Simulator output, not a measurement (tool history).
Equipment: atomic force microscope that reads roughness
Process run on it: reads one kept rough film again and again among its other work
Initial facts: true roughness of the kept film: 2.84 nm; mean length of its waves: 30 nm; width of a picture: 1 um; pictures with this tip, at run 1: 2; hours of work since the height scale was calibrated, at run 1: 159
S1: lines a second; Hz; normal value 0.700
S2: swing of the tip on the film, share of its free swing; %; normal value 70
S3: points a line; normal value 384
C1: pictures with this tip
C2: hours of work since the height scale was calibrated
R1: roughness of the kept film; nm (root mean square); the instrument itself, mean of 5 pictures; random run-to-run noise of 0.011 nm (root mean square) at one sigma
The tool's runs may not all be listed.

run,hour,S1,S2,S3,C1,C2,R1
1,0.0,0.700,70,384,2,159,2.529
2,34.2,0.700,70,384,66,177,2.410
3,80.3,0.700,60,384,152,203,2.362
4,126.9,0.700,60,384,239,228,2.259
5,170.1,2.714,70,384,320,252,1.870
# hour 192.0: new tip fitted
6,197.6,2.714,70,384,10,267,2.219
7,248.6,0.700,70,384,105,295,2.399
8,303.0,0.700,70,391,207,325,2.241
9,340.8,0.700,70,391,277,346,2.171
10,371.5,0.700,70,378,335,363,2.112
# hour 388.2: new tip fitted
11,402.6,0.700,70,378,27,379,2.488
12,443.6,1.973,79,335,104,402,2.058
13,470.7,1.973,79,335,154,417,2.002
14,498.8,2.458,59,384,207,432,2.186
15,554.9,0.700,64,313,312,463,2.156
# hour 559.7: height scale calibrated on a step standard
# hour 584.7: new tip fitted
16,611.2,0.700,64,313,49,28,2.499
17,645.3,2.947,65,345,113,47,2.188
18,686.9,2.947,65,345,190,70,2.075
# hour 695.5: height scale calibrated on a step standard, once more
19,716.7,1.104,65,290,244,12,2.165
20,764.6,1.104,65,290,334,38,2.093
# hour 779.3: new tip fitted
21,790.4,1.875,61,591,21,52,2.445
22,837.9,1.346,62,975,110,78,2.363

What if the next run were any one of these 3? Each begins from the tool's condition after run 22:
A,886.3,1.267,59,837,200,105,?
B,886.3,2.284,71,536,200,105,?
C,886.3,0.668,75,476,200,105,?

run,R1
A,2.287
B,2.030
C,2.238
Without the tool's unlogged condition, the same runs would have read:
run,R1
A,2.569
B,2.279
C,2.513
